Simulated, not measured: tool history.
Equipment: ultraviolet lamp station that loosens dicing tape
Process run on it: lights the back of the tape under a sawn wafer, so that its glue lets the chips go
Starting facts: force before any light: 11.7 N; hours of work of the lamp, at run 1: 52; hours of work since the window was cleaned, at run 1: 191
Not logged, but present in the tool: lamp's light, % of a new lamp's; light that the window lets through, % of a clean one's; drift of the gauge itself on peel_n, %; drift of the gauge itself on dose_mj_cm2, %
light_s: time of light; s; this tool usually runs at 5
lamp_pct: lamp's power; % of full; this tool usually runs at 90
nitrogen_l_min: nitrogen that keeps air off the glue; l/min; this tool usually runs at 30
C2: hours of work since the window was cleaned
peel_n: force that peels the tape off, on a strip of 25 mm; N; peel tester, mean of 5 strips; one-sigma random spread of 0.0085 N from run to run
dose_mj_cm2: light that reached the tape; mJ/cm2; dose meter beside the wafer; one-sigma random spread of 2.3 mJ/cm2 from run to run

Run 1, day 0: usual settings; hours of work of the lamp 52; C2 191. Result: peel_n 0.444 N, dose_mj_cm2 220 mJ/cm2.
Run 2, day 1.233: usual settings; hours of work of the lamp 71; C2 210. Result: peel_n 0.437 N, dose_mj_cm2 216 mJ/cm2.
Run 3, day 2.488: usual settings but nitrogen_l_min 15 l/min; hours of work of the lamp 91; C2 230. Result: peel_n 0.982 N, dose_mj_cm2 211 mJ/cm2.
Run 4, day 3.188: usual settings but nitrogen_l_min 15 l/min; hours of work of the lamp 102; C2 241. Result: peel_n 0.978 N, dose_mj_cm2 211 mJ/cm2.
Run 5, day 4.379: usual settings but nitrogen_l_min 15 l/min; hours of work of the lamp 121; C2 260. Result: peel_n 1.058 N, dose_mj_cm2 210 mJ/cm2.
Run 6, day 5.342: usual settings but nitrogen_l_min 15 l/min; hours of work of the lamp 136; C2 275. Result: peel_n 1.027 N, dose_mj_cm2 207 mJ/cm2.
Run 7, day 7.054: usual settings but lamp_pct 66 % of full, nitrogen_l_min 15 l/min; hours of work of the lamp 163; C2 302. Result: peel_n 1.992 N, dose_mj_cm2 149 mJ/cm2.
Run 8, day 8.671: usual settings but lamp_pct 66 % of full, nitrogen_l_min 15 l/min; hours of work of the lamp 189; C2 328. Result: peel_n 2.138 N, dose_mj_cm2 144 mJ/cm2.
Run 9, day 10.079: usual settings; hours of work of the lamp 211; C2 350. Result: peel_n 0.558 N, dose_mj_cm2 199 mJ/cm2.
Run 10, day 11.321: usual settings; hours of work of the lamp 231; C2 370. Result: peel_n 0.568 N, dose_mj_cm2 199 mJ/cm2.
Run 11, day 12.188: usual settings but nitrogen_l_min 10 l/min; hours of work of the lamp 244; C2 383. Result: peel_n 1.763 N, dose_mj_cm2 192 mJ/cm2.
Run 12, day 13.483: usual settings but nitrogen_l_min 10 l/min; hours of work of the lamp 265; C2 404. Result: peel_n 1.757 N, dose_mj_cm2 188 mJ/cm2.
Run 13, day 14.742: usual settings but nitrogen_l_min 10 l/min; hours of work of the lamp 285; C2 424. Result: peel_n 1.835 N, dose_mj_cm2 192 mJ/cm2.
At day 15.683: window cleaned of glue's vapour.
Run 14, day 16.312: usual settings but nitrogen_l_min 10 l/min; hours of work of the lamp 309; C2 10. Result: peel_n 2.085 N, dose_mj_cm2 173 mJ/cm2.
Run 15, day 17.471: usual settings but lamp_pct 93 % of full, nitrogen_l_min 10 l/min; hours of work of the lamp 327; C2 28. Result: peel_n 2.07 N, dose_mj_cm2 179 mJ/cm2.
Run 16, day 18.946: usual settings; hours of work of the lamp 351; C2 52. Result: peel_n 0.82 N, dose_mj_cm2 166 mJ/cm2.
Run 17, day 19.771: usual settings but light_s 8 s; hours of work of the lamp 364; C2 65. Result: peel_n 0.25 N, dose_mj_cm2 268 mJ/cm2.
Run 18, day 21.125: usual settings but light_s 8 s; hours of work of the lamp 385; C2 86. Result: peel_n 0.245 N, dose_mj_cm2 263 mJ/cm2.
Run 19, day 22.796: usual settings but lamp_pct 83 % of full; hours of work of the lamp 412; C2 112. Result: peel_n 1.1 N, dose_mj_cm2 150 mJ/cm2.
Run 20, day 23.904: usual settings; hours of work of the lamp 429; C2 130. Result: peel_n 0.912 N, dose_mj_cm2 161 mJ/cm2.
Run 21, day 25.258: usual settings but lamp_pct 61 % of full; hours of work of the lamp 451; C2 151. Result: peel_n 2.128 N, dose_mj_cm2 107 mJ/cm2.
At day 25.383: window cleaned of glue's vapour, once more.
Run 22, day 26.383: usual settings but lamp_pct 68 % of full; hours of work of the lamp 468; C2 16. Result: peel_n 1.236 N, dose_mj_cm2 146 mJ/cm2.
Run 23, day 27.204: usual settings but light_s 3 s, lamp_pct 78 % of full; hours of work of the lamp 481; C2 29. Result: peel_n 2.335 N, dose_mj_cm2 100 mJ/cm2.
Run 24, day 28.925: usual settings but light_s 2 s, lamp_pct 66 % of full, nitrogen_l_min 22 l/min; hours of work of the lamp 508; C2 56. Result: peel_n 5.204 N, dose_mj_cm2 54 mJ/cm2.
Run 25, day 30.125: usual settings but light_s 4 s, lamp_pct 95 % of full, nitrogen_l_min 16 l/min; hours of work of the lamp 527; C2 75. Result: peel_n 1.734 N, dose_mj_cm2 155 mJ/cm2.
Run 26, day 31.612: usual settings but light_s 2 s, lamp_pct 86 % of full, nitrogen_l_min 21 l/min; hours of work of the lamp 551; C2 98. Result: peel_n 4.544 N, dose_mj_cm2 72 mJ/cm2.
Run 27, day 32.621: usual settings but light_s 4 s, lamp_pct 86 % of full, nitrogen_l_min 29 l/min; hours of work of the lamp 566; C2 114. Result: peel_n 1.393 N, dose_mj_cm2 139 mJ/cm2.
Run 28, day 34.008: usual settings but light_s 4 s, lamp_pct 86 % of full, nitrogen_l_min 29 l/min; hours of work of the lamp 588; C2 136. Result: peel_n 1.382 N, dose_mj_cm2 133 mJ/cm2.
Run 29, day 34.717: usual settings but light_s 6 s, lamp_pct 97 % of full, nitrogen_l_min 59 l/min; hours of work of the lamp 600; C2 147. Result: peel_n 0.189 N, dose_mj_cm2 229 mJ/cm2.
Run 30, day 35.471: usual settings but light_s 6 s, lamp_pct 87 % of full; hours of work of the lamp 611; C2 159. Result: peel_n 0.516 N, dose_mj_cm2 206 mJ/cm2.

Run 31 has not been measured yet. What should we expect?
Run 31, day 36.942: usual settings but light_s 6 s, lamp_pct 61 % of full; hours of work of the lamp 635; C2 183. Result: peel_n ?, dose_mj_cm2 ?.

{"run 31": {"peel_n": 1.293, "dose_mj_cm2": 138}}
Without the tool's hidden state the same run would have given peel_n 0.626 N, dose_mj_cm2 188 mJ/cm2.
